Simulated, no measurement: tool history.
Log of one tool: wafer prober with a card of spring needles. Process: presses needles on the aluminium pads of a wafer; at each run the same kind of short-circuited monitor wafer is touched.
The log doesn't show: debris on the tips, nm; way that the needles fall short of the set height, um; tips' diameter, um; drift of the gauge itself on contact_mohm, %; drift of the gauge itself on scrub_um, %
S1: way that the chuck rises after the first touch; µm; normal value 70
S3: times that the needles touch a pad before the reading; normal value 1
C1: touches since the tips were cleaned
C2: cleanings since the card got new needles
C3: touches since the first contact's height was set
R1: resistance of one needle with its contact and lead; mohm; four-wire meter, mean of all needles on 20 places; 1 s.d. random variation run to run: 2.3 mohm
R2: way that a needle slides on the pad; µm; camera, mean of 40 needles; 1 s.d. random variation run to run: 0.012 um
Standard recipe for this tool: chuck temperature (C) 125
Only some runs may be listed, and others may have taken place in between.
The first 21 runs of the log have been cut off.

-- hour=398.1 tips cleaned on abrasive film
run 22 hour=408.3 | S1=70 chuck_temperature_(C)=125 S3=1 | C1=4070 C2=85 C3=58011 | R1=276 R2=18.91
-- hour=413.0 tips cleaned on abrasive film
run 23 hour=420.8 | S1=75 chuck_temperature_(C)=65 S3=2 | C1=3125 C2=86 C3=62990 | R1=250 R2=20.25
-- hour=427.6 tips cleaned on abrasive film
run 24 hour=438.2 | S1=70 chuck_temperature_(C)=33 S3=2 | C1=4240 C2=87 C3=69897 | R1=248 R2=18.88
-- hour=442.6 tips cleaned on abrasive film
run 25 hour=452.0 | S1=70 chuck_temperature_(C)=33 S3=2 | C1=3778 C2=88 C3=75391 | R1=247 R2=18.88
-- hour=457.1 tips cleaned on abrasive film
-- hour=458.5 height of the first contact set anew
run 26 hour=468.6 | S1=61 chuck_temperature_(C)=69 S3=1 | C1=4489 C2=89 C3=4015 | R1=273 R2=16.56
-- hour=471.9 tips cleaned on abrasive film
-- hour=485.9 tips cleaned on abrasive film
run 27 hour=489.8 | S1=51 chuck_temperature_(C)=117 S3=3 | C1=1535 C2=91 C3=12415 | R1=265 R2=13.84
-- hour=500.1 tips cleaned on abrasive film
run 28 hour=511.2 | S1=63 chuck_temperature_(C)=63 S3=1 | C1=4443 C2=92 C3=20963 | R1=267 R2=17.09
-- hour=513.9 tips cleaned on abrasive film
-- hour=528.3 tips cleaned on abrasive film
run 29 hour=534.3 | S1=54 chuck_temperature_(C)=86 S3=1 | C1=2437 C2=94 C3=30142 | R1=277 R2=14.63
-- hour=543.0 tips cleaned on abrasive film
run 30 hour=553.6 | S1=54 chuck_temperature_(C)=86 S3=1 | C1=4228 C2=95 C3=37795 | R1=282 R2=14.60
-- hour=556.8 tips cleaned on abrasive film
run 31 hour=569.4 | S1=70 chuck_temperature_(C)=125 S3=2 | C1=5053 C2=96 C3=44094 | R1=268 R2=18.94

What if the next run were any one of these 4? Each begins from the tool's condition after run 31:
-- hour=571.8 tips cleaned on abrasive film
-- hour=585.8 tips cleaned on abrasive film
run A hour=594.0 | S1=51 chuck_temperature_(C)=97 S3=1 | C1=3308 C2=98 C3=53876 | R1=? R2=?
-- hour=571.8 tips cleaned on abrasive film
-- hour=585.8 tips cleaned on abrasive film
run B hour=594.0 | S1=70 chuck_temperature_(C)=125 S3=3 | C1=3308 C2=98 C3=53876 | R1=? R2=?
-- hour=571.8 tips cleaned on abrasive film
-- hour=585.8 tips cleaned on abrasive film
run C hour=594.0 | S1=58 chuck_temperature_(C)=48 S3=1 | C1=3308 C2=98 C3=53876 | R1=? R2=?
-- hour=571.8 tips cleaned on abrasive film
-- hour=585.8 tips cleaned on abrasive film
run D hour=594.0 | S1=65 chuck_temperature_(C)=125 S3=1 | C1=3308 C2=98 C3=53876 | R1=? R2=?

run=A R1=291 R2=13.75
run=B R1=263 R2=18.90
run=C R1=267 R2=15.66
run=D R1=275 R2=17.54
Stripped of hidden state, with their random variation kept, the same runs would have yielded:
run=A R1=259 R2=13.87
run=B R1=256 R2=19.02
run=C R1=239 R2=15.78
run=D R1=255 R2=17.66
